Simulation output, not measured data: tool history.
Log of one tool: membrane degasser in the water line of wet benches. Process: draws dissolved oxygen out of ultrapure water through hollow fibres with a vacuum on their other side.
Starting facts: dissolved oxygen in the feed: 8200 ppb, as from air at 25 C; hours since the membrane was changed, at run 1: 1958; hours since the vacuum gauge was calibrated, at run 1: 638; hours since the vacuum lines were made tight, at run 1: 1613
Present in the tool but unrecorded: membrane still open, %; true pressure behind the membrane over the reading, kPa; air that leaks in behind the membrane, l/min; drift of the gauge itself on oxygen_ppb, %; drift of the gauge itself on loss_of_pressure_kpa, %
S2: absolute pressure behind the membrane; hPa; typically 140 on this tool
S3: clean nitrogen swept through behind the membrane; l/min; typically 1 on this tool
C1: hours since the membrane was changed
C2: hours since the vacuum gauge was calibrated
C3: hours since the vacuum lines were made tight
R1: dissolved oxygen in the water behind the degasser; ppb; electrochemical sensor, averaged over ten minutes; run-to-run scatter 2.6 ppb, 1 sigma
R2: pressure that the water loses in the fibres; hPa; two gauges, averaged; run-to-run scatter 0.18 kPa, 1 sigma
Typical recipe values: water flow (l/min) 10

run 1 day=0 | water_flow_(l/min)=10 S2=140 S3=1 | C1=1958 C2=638 C3=1613 | R1=280.5 R2=329.2
run 2 day=1.458 | water_flow_(l/min)=10 S2=140 S3=1 | C1=1993 C2=673 C3=1648 | R1=277.8 R2=327.8
run 3 day=3.758 | water_flow_(l/min)=10 S2=140 S3=1 | C1=2048 C2=728 C3=1703 | R1=280.4 R2=326.1
run 4 day=6.675 | water_flow_(l/min)=10 S2=140 S3=1 | C1=2118 C2=799 C3=1773 | R1=276.8 R2=328.6
run 5 day=8.421 | water_flow_(l/min)=10 S2=140 S3=1 | C1=2160 C2=840 C3=1815 | R1=278.8 R2=327.1
run 6 day=11.2 | water_flow_(l/min)=10 S2=140 S3=1 | C1=2226 C2=907 C3=1882 | R1=279.5 R2=326.8
run 7 day=13.775 | water_flow_(l/min)=10 S2=140 S3=1 | C1=2288 C2=969 C3=1944 | R1=278.7 R2=326.4
run 8 day=16.658 | water_flow_(l/min)=10 S2=140 S3=1 | C1=2357 C2=1038 C3=2013 | R1=278.2 R2=325.2
run 9 day=18.433 | water_flow_(l/min)=10 S2=140 S3=1 | C1=2400 C2=1081 C3=2056 | R1=281.1 R2=323
run 10 day=20.679 | water_flow_(l/min)=10 S2=140 S3=1.99 | C1=2454 C2=1135 C3=2110 | R1=161.1 R2=325.4
run 11 day=23.121 | water_flow_(l/min)=10 S2=140 S3=2.39 | C1=2512 C2=1193 C3=2168 | R1=142.4 R2=326.2
run 12 day=24.854 | water_flow_(l/min)=10 S2=140 S3=1 | C1=2554 C2=1235 C3=2210 | R1=278.5 R2=325.1
run 13 day=26.258 | water_flow_(l/min)=10 S2=140 S3=1 | C1=2588 C2=1268 C3=2243 | R1=277.5 R2=324.3
run 14 day=29.404 | water_flow_(l/min)=10 S2=140 S3=1 | C1=2663 C2=1344 C3=2319 | R1=282.6 R2=323.6
run 15 day=32.142 | water_flow_(l/min)=10 S2=93 S3=1.13 | C1=2729 C2=1410 C3=2385 | R1=159.3 R2=322.5
run 16 day=35.279 | water_flow_(l/min)=9 S2=140 S3=1 | C1=2804 C2=1485 C3=2460 | R1=248.1 R2=292.9
run 17 day=38.312 | water_flow_(l/min)=6 S2=120 S3=0.69 | C1=2877 C2=1558 C3=2533 | R1=182 R2=193.9

Run 18, settings as shown, results not yet in. Your forecast:
run 18 day=39.896 | water_flow_(l/min)=6 S2=120 S3=0.69 | C1=2915 C2=1596 C3=2571 | R1=? R2=?

R1: 178.6 ppb
R2: 193.4 hPa
Without the tool's hidden state the same run would have given R1 178.4 ppb, R2 196.8 hPa.
